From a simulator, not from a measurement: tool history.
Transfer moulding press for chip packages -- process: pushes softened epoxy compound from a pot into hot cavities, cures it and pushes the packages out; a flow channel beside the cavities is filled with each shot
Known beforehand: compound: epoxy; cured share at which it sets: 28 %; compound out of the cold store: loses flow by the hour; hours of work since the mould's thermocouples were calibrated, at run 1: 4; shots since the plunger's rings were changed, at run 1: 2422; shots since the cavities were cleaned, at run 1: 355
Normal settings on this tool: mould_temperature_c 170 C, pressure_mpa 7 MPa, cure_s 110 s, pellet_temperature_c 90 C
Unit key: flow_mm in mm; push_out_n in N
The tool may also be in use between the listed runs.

| run | hour | mould_temperature_c | pressure_mpa | cure_s | pellet_temperature_c | hours of work since the mould's thermocouples were calibrated | shots since the plunger's rings were changed | shots since the cavities were cleaned | incoming compound's hours out of the cold store | flow_mm | push_out_n |
|---|---|---|---|---|---|---|---|---|---|---|---|
| 1 | 0 | 170 | 7 | 110 | 90 | 4 | 2422 | 355 | 13.8 | 681 | 352 |
| 2 | 41.2 | 170 | 7 | 110 | 90 | 20 | 2682 | 615 | 13.8 | 681 | 402 |
| 3 | 100.5 | 170 | 7 | 110 | 90 | 44 | 3057 | 990 | 19.7 | 657 | 463 |
|  | 106.6 | plunger's sealing rings changed |
|  | 140.3 | cavities cleaned with cleaning compound and waxed |
| 4 | 176.3 | 170 | 6.03 | 110 | 90 | 73 | 431 | 227 | 25.3 | 609 | 324 |
| 5 | 252.1 | 170 | 7 | 110 | 90 | 104 | 910 | 706 | 16.7 | 682 | 425 |
|  | 330 | cavities cleaned with cleaning compound and waxed |
| 6 | 330 | 170 | 7 | 110 | 90 | 135 | 1393 | 0 | 8.5 | 708 | 258 |
| 7 | 401.5 | 170 | 7 | 110 | 90 | 163 | 1845 | 452 | 42.7 | 586 | 388 |
| 8 | 452.9 | 170 | 7 | 110 | 90 | 184 | 2169 | 776 | 31.4 | 619 | 427 |
| 9 | 492.1 | 170 | 7 | 110 | 90 | 200 | 2417 | 1024 | 27.8 | 632 | 447 |
|  | 523.5 | cavities cleaned with cleaning compound and waxed |
| 10 | 562.9 | 170 | 6.41 | 110 | 90 | 228 | 2855 | 249 | 11.4 | 654 | 339 |
|  | 600.6 | plunger's sealing rings changed |
| 11 | 604.7 | 172 | 8.18 | 110 | 90 | 244 | 26 | 497 | 38.4 | 650 | 393 |
| 12 | 682.6 | 177 | 5.88 | 149 | 93 | 275 | 518 | 989 | 31.5 | 563 | 428 |
|  | 715.2 | cavities cleaned with cleaning compound and waxed |
| 13 | 762.5 | 165 | 7.46 | 126 | 87 | 307 | 1013 | 299 | 39.2 | 627 | 339 |

Measured minus without-hidden-state, run by run (identical run-to-run variation in each term; gauge scatter may differ):
The tool's hidden condition here consists of: true mould temperature over the reading, C; pressure that reaches the compound, % of what is set; grip of the stained cavities, % over clean ones'; drift of the gauge itself on flow_mm, %; drift of the gauge itself on push_out_n, %.
| run | flow_mm | push_out_n |
|---|---|---|
| 1 | -17 | +103 |
| 2 | -18 | +148 |
| 3 | -21 | +194 |
| 4 | -3 | +76 |
| 5 | -7 | +167 |
| 6 | -11 | +6 |
| 7 | -11 | +130 |
| 8 | -15 | +171 |
| 9 | -17 | +191 |
| 10 | -20 | +84 |
| 11 | -1 | +135 |
| 12 | -4 | +179 |
| 13 | -8 | +89 |

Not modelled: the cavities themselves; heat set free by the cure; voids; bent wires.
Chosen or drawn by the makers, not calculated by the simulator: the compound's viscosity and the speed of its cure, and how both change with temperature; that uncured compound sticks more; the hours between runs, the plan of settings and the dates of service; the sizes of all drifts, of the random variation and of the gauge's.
